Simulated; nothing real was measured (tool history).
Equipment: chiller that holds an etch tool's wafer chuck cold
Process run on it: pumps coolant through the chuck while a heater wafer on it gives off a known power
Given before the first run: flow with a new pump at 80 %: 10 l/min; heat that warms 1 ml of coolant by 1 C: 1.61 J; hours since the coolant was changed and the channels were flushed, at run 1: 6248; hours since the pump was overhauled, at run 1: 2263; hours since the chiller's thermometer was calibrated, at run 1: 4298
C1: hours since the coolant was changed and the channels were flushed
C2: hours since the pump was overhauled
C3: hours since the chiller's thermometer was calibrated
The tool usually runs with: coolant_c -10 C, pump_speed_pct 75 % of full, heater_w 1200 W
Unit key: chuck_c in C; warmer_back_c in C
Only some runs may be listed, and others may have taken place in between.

Run 1, day 0: usual settings; C1 6248; C2 2263; C3 4298. Result: chuck_c 5.3 C, warmer_back_c 5.03 C.
Run 2, day 2.138: usual settings; C1 6299; C2 2315; C3 4349. Result: chuck_c 5.2 C, warmer_back_c 5.11 C.
Run 3, day 3.388: usual settings but coolant_c -14 C; C1 6329; C2 2345; C3 4379. Result: chuck_c 1.2 C, warmer_back_c 5.02 C.
Run 4, day 4.767: usual settings but heater_w 1203 W; C1 6362; C2 2378; C3 4412. Result: chuck_c 5.3 C, warmer_back_c 5.09 C.
Run 5, day 7.308: usual settings but heater_w 1203 W; C1 6423; C2 2439; C3 4473. Result: chuck_c 5.3 C, warmer_back_c 5.11 C.
Run 6, day 8.538: usual settings but heater_w 1203 W; C1 6453; C2 2468; C3 4502. Result: chuck_c 5.4 C, warmer_back_c 5.02 C.
Run 7, day 10.333: usual settings but heater_w 1203 W; C1 6496; C2 2511; C3 4546. Result: chuck_c 5.4 C, warmer_back_c 5.08 C.
At day 11.383: chiller's thermometer calibrated.
Run 8, day 12.875: usual settings; C1 6556; C2 2571; C3 36. Result: chuck_c 4.8 C, warmer_back_c 5.08 C.
Run 9, day 15.271: usual settings; C1 6613; C2 2629; C3 93. Result: chuck_c 5 C, warmer_back_c 5.1 C.
Run 10, day 17.229: usual settings; C1 6660; C2 2676; C3 140. Result: chuck_c 4.9 C, warmer_back_c 5.14 C.
Run 11, day 19.45: usual settings; C1 6714; C2 2729; C3 194. Result: chuck_c 5 C, warmer_back_c 5.13 C.
Run 12, day 21.621: usual settings but heater_w 620 W; C1 6766; C2 2781; C3 246. Result: chuck_c -3 C, warmer_back_c 2.59 C.
At day 23.242: chiller's thermometer calibrated, once more.
Run 13, day 24.025: usual settings but pump_speed_pct 80 % of full; C1 6822; C2 2838; C3 19. Result: chuck_c 5.4 C, warmer_back_c 4.81 C.
Run 14, day 26.108: usual settings but pump_speed_pct 78 % of full; C1 6873; C2 2888; C3 69. Result: chuck_c 5.7 C, warmer_back_c 4.94 C.
Run 15, day 28.512: usual settings but pump_speed_pct 78 % of full; C1 6930; C2 2946; C3 127. Result: chuck_c 5.7 C, warmer_back_c 4.91 C.
Run 16, day 30.283: usual settings but coolant_c -6 C, pump_speed_pct 67 % of full, heater_w 1481 W; C1 6973; C2 2988; C3 169. Result: chuck_c 16.3 C, warmer_back_c 7.13 C.
Run 17, day 32.667: usual settings but coolant_c -6 C, pump_speed_pct 67 % of full, heater_w 1481 W; C1 7030; C2 3045; C3 226. Result: chuck_c 16.2 C, warmer_back_c 7.25 C.
Run 18, day 33.879: usual settings but coolant_c -11 C, pump_speed_pct 87 % of full, heater_w 1256 W; C1 7059; C2 3074; C3 255. Result: chuck_c 3.9 C, warmer_back_c 4.61 C.
Run 19, day 35.754: usual settings but coolant_c -9 C, pump_speed_pct 67 % of full, heater_w 1714 W; C1 7104; C2 3119; C3 300. Result: chuck_c 16.8 C, warmer_back_c 8.27 C.
Run 20, day 38.229: usual settings but coolant_c -6 C, pump_speed_pct 90 % of full, heater_w 721 W; C1 7163; C2 3179; C3 360. Result: chuck_c 2.4 C, warmer_back_c 2.5 C.
At day 39.562: coolant changed, channels flushed.
Run 21, day 40.646: usual settings but coolant_c -15 C, pump_speed_pct 76 % of full, heater_w 1551 W; C1 26; C2 3231; C3 412. Result: chuck_c 4.5 C, warmer_back_c 6.58 C.
Run 22, day 43.179: usual settings but coolant_c -7 C, pump_speed_pct 70 % of full, heater_w 935 W; C1 87; C2 3292; C3 472. Result: chuck_c 5.5 C, warmer_back_c 4.35 C.

Predict the results of run 23:
Run 23, day 45.067: usual settings but coolant_c -7 C, pump_speed_pct 70 % of full, heater_w 935 W; C1 132; C2 3337; C3 518. Result: chuck_c ?, warmer_back_c ?.

chuck_c: 5.6 C
warmer_back_c: 4.34 C
Take away the tool's hidden state, keep the run-to-run variation as it was, and the same run would have given chuck_c 4.9 C, warmer_back_c 4.03 C.
